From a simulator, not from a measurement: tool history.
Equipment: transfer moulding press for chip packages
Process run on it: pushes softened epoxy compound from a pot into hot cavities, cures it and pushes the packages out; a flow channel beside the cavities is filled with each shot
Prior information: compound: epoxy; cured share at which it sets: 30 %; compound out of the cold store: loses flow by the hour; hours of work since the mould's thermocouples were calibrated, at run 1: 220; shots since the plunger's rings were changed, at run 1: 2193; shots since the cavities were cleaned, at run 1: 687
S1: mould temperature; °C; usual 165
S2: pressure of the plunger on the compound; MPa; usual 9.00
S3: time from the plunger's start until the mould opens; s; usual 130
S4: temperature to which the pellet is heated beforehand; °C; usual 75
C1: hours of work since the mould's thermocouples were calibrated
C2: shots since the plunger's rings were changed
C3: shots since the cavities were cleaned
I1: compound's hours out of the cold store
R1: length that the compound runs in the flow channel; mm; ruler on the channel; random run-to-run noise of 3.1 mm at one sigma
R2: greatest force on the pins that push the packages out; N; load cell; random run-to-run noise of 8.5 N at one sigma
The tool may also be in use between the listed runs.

Run 1, hour 0.0: usual settings; C1 220; C2 2193; C3 687; I1 16.9. Result: R1 854 mm, R2 623 N.
At hour 3.4: cavities cleaned with cleaning compound and waxed.
Run 2, hour 15.3: usual settings; C1 227; C2 2300; C3 92; I1 12.7. Result: R1 868 mm, R2 449 N.
Run 3, hour 36.2: usual settings; C1 239; C2 2462; C3 254; I1 36.3. Result: R1 807 mm, R2 495 N.
Run 4, hour 49.1: usual settings but S1 159 °C; C1 246; C2 2561; C3 353; I1 23.2. Result: R1 867 mm, R2 754 N.
Run 5, hour 61.5: usual settings but S1 159 °C; C1 252; C2 2658; C3 450; I1 38.7. Result: R1 831 mm, R2 799 N.
Run 6, hour 73.6: usual settings but S4 85 °C; C1 259; C2 2751; C3 543; I1 21.0. Result: R1 836 mm, R2 566 N.
Run 7, hour 87.9: usual settings; C1 267; C2 2862; C3 654; I1 45.4. Result: R1 783 mm, R2 608 N.
At hour 96.1: cavities cleaned with cleaning compound and waxed.
Run 8, hour 110.5: usual settings but S2 9.30 MPa; C1 278; C2 3026; C3 112; I1 15.4. Result: R1 862 mm, R2 437 N.
Run 9, hour 129.4: usual settings but S2 9.30 MPa; C1 289; C2 3172; C3 258; I1 14.8. Result: R1 871 mm, R2 522 N.
Run 10, hour 146.6: usual settings but S1 172 °C, S3 118 s; C1 298; C2 3305; C3 391; I1 38.4. Result: R1 766 mm, R2 482 N.
Run 11, hour 166.3: usual settings but S1 172 °C, S3 118 s; C1 309; C2 3457; C3 543; I1 25.8. Result: R1 799 mm, R2 522 N.
Run 12, hour 178.9: usual settings but S1 172 °C, S3 118 s; C1 316; C2 3555; C3 641; I1 46.9. Result: R1 750 mm, R2 524 N.
At hour 188.6: cavities cleaned with cleaning compound and waxed.
Run 13, hour 189.4: usual settings but S1 159 °C, S2 9.66 MPa, S4 78 °C; C1 321; C2 3625; C3 7; I1 22.5. Result: R1 890 mm, R2 606 N.

Measured less the same run without the tool's hidden state. The same run-to-run variation is in both; the gauge's scatter may not be:
Hidden state present: true mould temperature over the reading, C; pressure that reaches the compound, % of what is set; grip of the stained cavities, % over clean ones'; drift of the gauge itself on flow_mm, %; drift of the gauge itself on push_out_n, %.
run   R1    R2
  1  -17  +236
  2  -17   +55
  3  -17  +123
  4  -20  +231
  5  -20  +272
  6  -21  +209
  7  -20  +237
  8  -23   +69
  9  -24  +135
 10  -22  +152
 11  -24  +192
 12  -24  +203
 13  -28   +38
